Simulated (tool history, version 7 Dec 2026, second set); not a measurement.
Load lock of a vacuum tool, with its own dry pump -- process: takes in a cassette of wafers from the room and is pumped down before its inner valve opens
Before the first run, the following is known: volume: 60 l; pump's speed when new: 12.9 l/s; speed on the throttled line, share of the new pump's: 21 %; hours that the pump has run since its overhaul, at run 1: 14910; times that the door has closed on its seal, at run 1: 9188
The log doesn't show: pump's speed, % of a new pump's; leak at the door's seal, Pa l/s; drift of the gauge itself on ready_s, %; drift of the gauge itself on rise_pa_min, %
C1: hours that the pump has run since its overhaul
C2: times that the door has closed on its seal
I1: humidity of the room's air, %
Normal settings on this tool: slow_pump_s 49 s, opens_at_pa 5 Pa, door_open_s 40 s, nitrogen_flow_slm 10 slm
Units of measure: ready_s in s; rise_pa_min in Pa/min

run 1 day=0 | slow_pump_s=49 opens_at_pa=5 door_open_s=40 nitrogen_flow_slm=10 | C1=14910 C2=9188 | I1=42.7 | ready_s=89 rise_pa_min=0.039
run 2 day=5.767 | slow_pump_s=49 opens_at_pa=5 door_open_s=40 nitrogen_flow_slm=10 | C1=15049 C2=9424 | I1=42.1 | ready_s=89.6 rise_pa_min=0.037
run 3 day=13.512 | slow_pump_s=49 opens_at_pa=5 door_open_s=40 nitrogen_flow_slm=10 | C1=15235 C2=9741 | I1=46.5 | ready_s=90 rise_pa_min=0.041
run 4 day=17.642 | slow_pump_s=49 opens_at_pa=5 door_open_s=40 nitrogen_flow_slm=10 | C1=15334 C2=9909 | I1=45.7 | ready_s=89.8 rise_pa_min=0.041
run 5 day=24.412 | slow_pump_s=49 opens_at_pa=5 door_open_s=40 nitrogen_flow_slm=11 | C1=15496 C2=10186 | I1=45.7 | ready_s=89.3 rise_pa_min=0.034
run 6 day=29.942 | slow_pump_s=49 opens_at_pa=5 door_open_s=40 nitrogen_flow_slm=11 | C1=15629 C2=10412 | I1=42.9 | ready_s=88.9 rise_pa_min=0.037
run 7 day=36.379 | slow_pump_s=49 opens_at_pa=5 door_open_s=40 nitrogen_flow_slm=11 | C1=15783 C2=10675 | I1=46.4 | ready_s=89.3 rise_pa_min=0.035
run 8 day=44.079 | slow_pump_s=49 opens_at_pa=5 door_open_s=40 nitrogen_flow_slm=11 | C1=15968 C2=10990 | I1=47.1 | ready_s=89.6 rise_pa_min=0.036
run 9 day=49.712 | slow_pump_s=49 opens_at_pa=5 door_open_s=133 nitrogen_flow_slm=10 | C1=16103 C2=11220 | I1=47.2 | ready_s=89.7 rise_pa_min=0.061
run 10 day=57.183 | slow_pump_s=49 opens_at_pa=5 door_open_s=133 nitrogen_flow_slm=10 | C1=16283 C2=11525 | I1=48.1 | ready_s=89.4 rise_pa_min=0.061
run 11 day=62.296 | slow_pump_s=49 opens_at_pa=5 door_open_s=133 nitrogen_flow_slm=10 | C1=16405 C2=11734 | I1=44.5 | ready_s=90.6 rise_pa_min=0.059
run 12 day=68.083 | slow_pump_s=30 opens_at_pa=5 door_open_s=40 nitrogen_flow_slm=10 | C1=16544 C2=11971 | I1=39.2 | ready_s=75.2 rise_pa_min=0.032
run 13 day=75.179 | slow_pump_s=30 opens_at_pa=5 door_open_s=40 nitrogen_flow_slm=10 | C1=16714 C2=12261 | I1=43.1 | ready_s=75.1 rise_pa_min=0.035
run 14 day=80.475 | slow_pump_s=49 opens_at_pa=5 door_open_s=40 nitrogen_flow_slm=10 | C1=16842 C2=12477 | I1=43.3 | ready_s=89.4 rise_pa_min=0.038
run 15 day=85.462 | slow_pump_s=49 opens_at_pa=5 door_open_s=40 nitrogen_flow_slm=10 | C1=16961 C2=12681 | I1=47.8 | ready_s=90.3 rise_pa_min=0.043
run 16 day=93.662 | slow_pump_s=49 opens_at_pa=5 door_open_s=40 nitrogen_flow_slm=10 | C1=17158 C2=13016 | I1=44.2 | ready_s=90.4 rise_pa_min=0.043
run 17 day=99.346 | slow_pump_s=49 opens_at_pa=5 door_open_s=53 nitrogen_flow_slm=10 | C1=17294 C2=13248 | I1=45.4 | ready_s=89.8 rise_pa_min=0.044
run 18 day=107.117 | slow_pump_s=49 opens_at_pa=5 door_open_s=53 nitrogen_flow_slm=10 | C1=17481 C2=13566 | I1=43.8 | ready_s=90.3 rise_pa_min=0.047
run 19 day=115.167 | slow_pump_s=49 opens_at_pa=5 door_open_s=53 nitrogen_flow_slm=4 | C1=17674 C2=13895 | I1=47.3 | ready_s=90.5 rise_pa_min=0.059
run 20 day=118.612 | slow_pump_s=49 opens_at_pa=5 door_open_s=53 nitrogen_flow_slm=4 | C1=17757 C2=14036 | I1=47 | ready_s=90.5 rise_pa_min=0.059
run 21 day=123.071 | slow_pump_s=55 opens_at_pa=5 door_open_s=40 nitrogen_flow_slm=10 | C1=17864 C2=14218 | I1=45.3 | ready_s=95.1 rise_pa_min=0.041
run 22 day=126.938 | slow_pump_s=51 opens_at_pa=5 door_open_s=40 nitrogen_flow_slm=10 | C1=17957 C2=14376 | I1=44.6 | ready_s=92.3 rise_pa_min=0.039
run 23 day=130.846 | slow_pump_s=51 opens_at_pa=5 door_open_s=40 nitrogen_flow_slm=10 | C1=18051 C2=14536 | I1=46 | ready_s=92 rise_pa_min=0.042
run 24 day=135.6 | slow_pump_s=51 opens_at_pa=5 door_open_s=40 nitrogen_flow_slm=10 | C1=18165 C2=14730 | I1=41.3 | ready_s=92.2 rise_pa_min=0.036
run 25 day=141.933 | slow_pump_s=51 opens_at_pa=5 door_open_s=40 nitrogen_flow_slm=10 | C1=18317 C2=14989 | I1=40.6 | ready_s=91.6 rise_pa_min=0.035
run 26 day=149.2 | slow_pump_s=49 opens_at_pa=5 door_open_s=213 nitrogen_flow_slm=8 | C1=18491 C2=15286 | I1=44.7 | ready_s=91.1 rise_pa_min=0.085
run 27 day=156.704 | slow_pump_s=62 opens_at_pa=5 door_open_s=40 nitrogen_flow_slm=33 | C1=18671 C2=15593 | I1=45.8 | ready_s=100.4 rise_pa_min=0.036
run 28 day=164.271 | slow_pump_s=34 opens_at_pa=5 door_open_s=190 nitrogen_flow_slm=10 | C1=18853 C2=15902 | I1=45 | ready_s=79.3 rise_pa_min=0.079
run 29 day=170.829 | slow_pump_s=49 opens_at_pa=5 door_open_s=32 nitrogen_flow_slm=10 | C1=19010 C2=16170 | I1=45.5 | ready_s=91.3 rise_pa_min=0.043
run 30 day=177.446 | slow_pump_s=49 opens_at_pa=5 door_open_s=40 nitrogen_flow_slm=31 | C1=19169 C2=16440 | I1=46.9 | ready_s=91.8 rise_pa_min=0.033
run 31 day=185.617 | slow_pump_s=65 opens_at_pa=5 door_open_s=233 nitrogen_flow_slm=10 | C1=19365 C2=16774 | I1=48.8 | ready_s=102.7 rise_pa_min=0.089
run 32 day=191.542 | slow_pump_s=49 opens_at_pa=6 door_open_s=40 nitrogen_flow_slm=10 | C1=19507 C2=17016 | I1=42.1 | ready_s=90.3 rise_pa_min=0.043
run 33 day=196.196 | slow_pump_s=49 opens_at_pa=5 door_open_s=40 nitrogen_flow_slm=4 | C1=19619 C2=17207 | I1=46.5 | ready_s=89.9 rise_pa_min=0.056
run 34 day=203.571 | slow_pump_s=59 opens_at_pa=5 door_open_s=40 nitrogen_flow_slm=14 | C1=19796 C2=17508 | I1=45.4 | ready_s=98.6 rise_pa_min=0.04
run 35 day=208.717 | slow_pump_s=59 opens_at_pa=6 door_open_s=60 nitrogen_flow_slm=44 | C1=19919 C2=17718 | I1=44.6 | ready_s=97.6 rise_pa_min=0.034

Pick out some run-to-run changes in ready_s. Of each, how much would a tool without hidden state show as well, from the settings, what came in and chance, and how much is left for the hidden state and any gauge scatter not in both results compared?
Run 11 -> 12: slow_pump_s 49 -> 30, door_open_s 133 -> 40. ready_s -15.4 s: hidden state +0.5, all else -15.9.
Run 13 -> 14: slow_pump_s 30 -> 49. ready_s +14.3 s: hidden state -0.4, all else +14.7.
Run 27 -> 28: slow_pump_s 62 -> 34, door_open_s 40 -> 190, nitrogen_flow_slm 33 -> 10. ready_s -21.1 s: hidden state +0.9, all else -22.
Run 30 -> 31: slow_pump_s 49 -> 65, door_open_s 40 -> 233, nitrogen_flow_slm 31 -> 10. ready_s +10.9 s: hidden state -0.6, all else +11.5.
